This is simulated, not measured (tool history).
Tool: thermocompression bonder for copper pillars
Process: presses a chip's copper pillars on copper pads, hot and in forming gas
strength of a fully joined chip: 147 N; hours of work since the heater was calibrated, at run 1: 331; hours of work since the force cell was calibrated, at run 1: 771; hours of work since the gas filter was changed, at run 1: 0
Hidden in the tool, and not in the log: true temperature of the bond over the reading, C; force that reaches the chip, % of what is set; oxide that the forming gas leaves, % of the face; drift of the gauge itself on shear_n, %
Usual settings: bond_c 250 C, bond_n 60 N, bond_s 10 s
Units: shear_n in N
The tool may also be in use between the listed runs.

run,day,bond_c,bond_n,bond_s,hours of work since the heater was calibrated,hours of work since the force cell was calibrated,hours of work since the gas filter was changed,shear_n
1,0,250,60,10,331,771,0,106.5
2,0.842,250,60,10,342,782,11,106.5
3,1.7,250,60,11,354,794,23,107.6
4,2.971,226,60,10,371,811,40,78.7
5,3.925,226,60,10,384,824,53,79.1
6,5.196,226,60,10,401,841,70,78.9
7,6.567,262,60,10,419,859,89,118
8,7.483,250,60,15,432,872,101,115.5
9,8.862,250,60,15,450,890,120,117.8
10,9.758,250,60,10,463,903,132,106.6
11,10.558,250,60,10,473,913,143,105.1
# day 11.183: forming gas filter changed
12,11.229,250,60,10,482,922,1,106.6
13,12.579,250,60,10,500,940,19,106.6
14,13.208,250,60,10,509,949,27,107.1
15,14.688,250,62,10,529,969,47,108.9
16,15.475,250,62,10,540,980,58,105.8
17,16.867,250,62,10,558,998,77,108.1
18,18.158,250,62,10,576,1016,94,108.4
19,19.329,250,62,10,592,1032,110,108.2
20,20.246,250,62,10,604,1044,123,108.9
21,21.267,250,80,10,618,1058,136,122.6
22,22.179,250,75,10,630,1070,149,118.7
# day 22.388: forming gas filter changed
23,23.471,250,75,10,647,1088,15,117.2
24,24.183,250,48,7,657,1097,24,84.8
25,25.65,273,48,10,677,1117,44,117
# day 25.879: heater calibrated with a thermocouple chip
26,26.988,278,39,19,15,1134,61,123.3
27,27.875,278,39,19,27,1146,73,125.4
28,29.262,268,65,10,46,1165,92,127.8
29,29.992,246,38,8,56,1175,102,69.2
30,31,265,69,8,69,1188,115,121.1
31,32.262,231,41,10,86,1205,132,62.9
# day 33.612: forming gas filter changed
32,33.612,231,41,10,104,1223,0,63.3
33,34.258,250,60,11,113,1232,9,109.5
34,35.262,237,47,19,127,1246,22,95.4
35,35.925,237,47,19,136,1254,31,93.9
36,36.692,237,39,18,146,1265,42,81.3
37,37.979,276,38,10,163,1282,59,106.2
38,38.908,276,38,10,176,1295,72,107.7
39,39.575,245,60,29,185,1304,81,125.3
40,40.292,222,60,21,195,1314,90,93

How the hidden state differs across the entries between the runs, from the last listed run before each to the first after it:
Between runs 11 and 12: forming gas filter changed (day 11.183)
  oxide that the forming gas leaves, % of the face: 0.9 -> 0.5
Between runs 22 and 23: forming gas filter changed (day 22.388)
  oxide that the forming gas leaves, % of the face: 0.91 -> 0.54
Between runs 25 and 26: heater calibrated with a thermocouple chip (day 25.879)
  true temperature of the bond over the reading, C: 0.4 -> 0; oxide that the forming gas leaves, % of the face: 0.63 -> 0.67
Between runs 31 and 32: forming gas filter changed (day 33.612)
  oxide that the forming gas leaves, % of the face: 0.87 -> 0.5
